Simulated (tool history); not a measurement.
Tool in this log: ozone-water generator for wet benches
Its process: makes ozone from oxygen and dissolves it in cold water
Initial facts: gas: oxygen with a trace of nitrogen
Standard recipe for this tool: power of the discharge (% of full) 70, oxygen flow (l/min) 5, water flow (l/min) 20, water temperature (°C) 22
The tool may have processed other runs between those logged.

run,day,power of the discharge (% of full),oxygen flow (l/min),water flow (l/min),water temperature (°C),dissolved ozone (ppm),ozone in the gas ahead of the water (g/m3)
1,0,70,5,20,22,21.2,273.6
2,3.783,70,5,20,26,20.3,275.6
3,6.983,70,3.01,20,22,21.5,372.3
4,10.796,70,3.01,20,22,21.4,366.6
5,13.525,70,3.01,20,22,21.1,369.4
6,16.3,70,8.87,20,22,19.6,196.3
7,19.279,70,8.87,20,22,19.9,196.2
8,23.012,70,5,20,22,21.6,273.4
9,26.608,70,5,16,22,25.8,273
10,29.171,70,5,16,22,25.9,273
11,32.6,70,5,20,22,21.3,270.3
# day 33.308: water thermometer calibrated
12,35.596,70,6.19,20,22,21.1,240.9
13,38.712,70,6.19,20,22,21.2,240.2
14,40.825,70,5,20,22,21.4,274.1
15,44,70,5,20,22,21.4,272.9
16,47.133,70,5,19,22,22.5,269.9
17,50.212,67,6.27,20,18,21.7,227.4
18,52.575,67,6.27,20,18,21.9,229.6
# day 53.85: contactor cleaned
19,55.617,70,5,16,19,27.4,269.7
20,59.233,49,6.32,16,15,20.9,176.5
21,62.975,49,5.81,27,23,11.7,183.1
22,64.742,47,5,20,22,15.6,195.5

Predict the results of run 23:
23,66.6,70,5,23,26,?,?

dissolved ozone (ppm): 17.7
ozone in the gas ahead of the water (g/m3): 268.4
Without the tool's hidden state the same run would have given dissolved ozone (ppm) 17.7, ozone in the gas ahead of the water (g/m3) 275.8.
